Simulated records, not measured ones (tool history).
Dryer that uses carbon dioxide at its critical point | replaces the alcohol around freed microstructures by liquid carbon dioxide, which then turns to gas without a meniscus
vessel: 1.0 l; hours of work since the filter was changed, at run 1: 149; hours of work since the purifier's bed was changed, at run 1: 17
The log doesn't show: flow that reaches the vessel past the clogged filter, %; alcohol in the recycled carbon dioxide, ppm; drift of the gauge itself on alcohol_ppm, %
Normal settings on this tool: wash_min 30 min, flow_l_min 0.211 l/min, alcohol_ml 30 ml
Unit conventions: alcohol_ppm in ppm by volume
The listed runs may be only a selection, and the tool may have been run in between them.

run	hour	wash_min	flow_l_min	alcohol_ml	hours of work since the filter was changed	hours of work since the purifier's bed was changed	alcohol_ppm
1	0	30	0.211	30	149	17	115
2	10.9	30	0.211	30	153	20	105
3	20.4	30	0.211	30	156	23	124
4	30.4	30	0.211	30	159	26	112
5	42.8	30	0.335	30	163	30	12
6	53	30	0.335	30	167	34	13
7	61.2	30	0.255	30	169	36	54
8	70.1	30	0.211	30	172	39	123
9	77.6	30	0.211	64	175	42	255
10	89.8	30	0.211	30	179	46	130
11	100.5	30	0.211	30	182	49	115
12	106.2	30	0.211	30	184	51	120
13	118.7	30	0.24	30	188	55	69
14	128.6	30	0.24	30	191	58	59
15	134.6	30	0.24	30	193	60	68
# hour 139.5: inlet filter changed
16	146.6	30	0.211	30	2	64	102
17	153.8	30	0.198	30	5	66	131
18	159.7	30	0.198	30	7	68	123
19	167.9	30	0.161	79	9	71	898
20	179.2	30	0.161	49	13	74	586
21	187.8	34	0.161	44	16	77	295
22	196	34	0.161	44	18	80	302
23	202.6	25	0.211	48	21	82	383
24	215.2	25	0.211	48	25	86	380
25	221	35	0.14	30	26	88	354
26	232.2	35	0.14	30	30	92	358
27	239	25	0.323	28	32	94	24
28	247.6	33	0.211	73	35	97	132
29	257.2	33	0.211	73	38	100	137
30	262.8	30	0.223	33	40	102	85
31	269.4	30	0.223	33	42	104	91
32	280.6	30	0.223	25	46	107	75
33	287.5	37	0.284	35	48	110	19
34	299.8	38	0.146	30	52	114	204
35	308.3	30	0.191	21	55	116	124

A few steps of alcohol_ppm between consecutive runs. Split each: what settings, incoming material and random variation would produce without the hidden state, and what is left over for the hidden state, along with gauge scatter present in only one of the two compared results (measured, and without hidden state):
Run 4 -> 5: flow_l_min 0.211 -> 0.335. alcohol_ppm -100 ppm by volume: hidden state -25, all else -75.
Run 8 -> 9: alcohol_ml 30 -> 64. alcohol_ppm +132 ppm by volume: hidden state +36, all else +96.
Run 9 -> 10: alcohol_ml 64 -> 30. alcohol_ppm -125 ppm by volume: hidden state -35, all else -90.
Run 18 -> 19: flow_l_min 0.198 -> 0.161, alcohol_ml 30 -> 79. alcohol_ppm +775 ppm by volume: hidden state +11, all else +764.
Run 19 -> 20: alcohol_ml 79 -> 49. alcohol_ppm -312 ppm by volume: hidden state -1, all else -311.
Run 26 -> 27: wash_min 35 -> 25, flow_l_min 0.14 -> 0.323, alcohol_ml 30 -> 28. alcohol_ppm -334 ppm by volume: hidden state -13, all else -321.
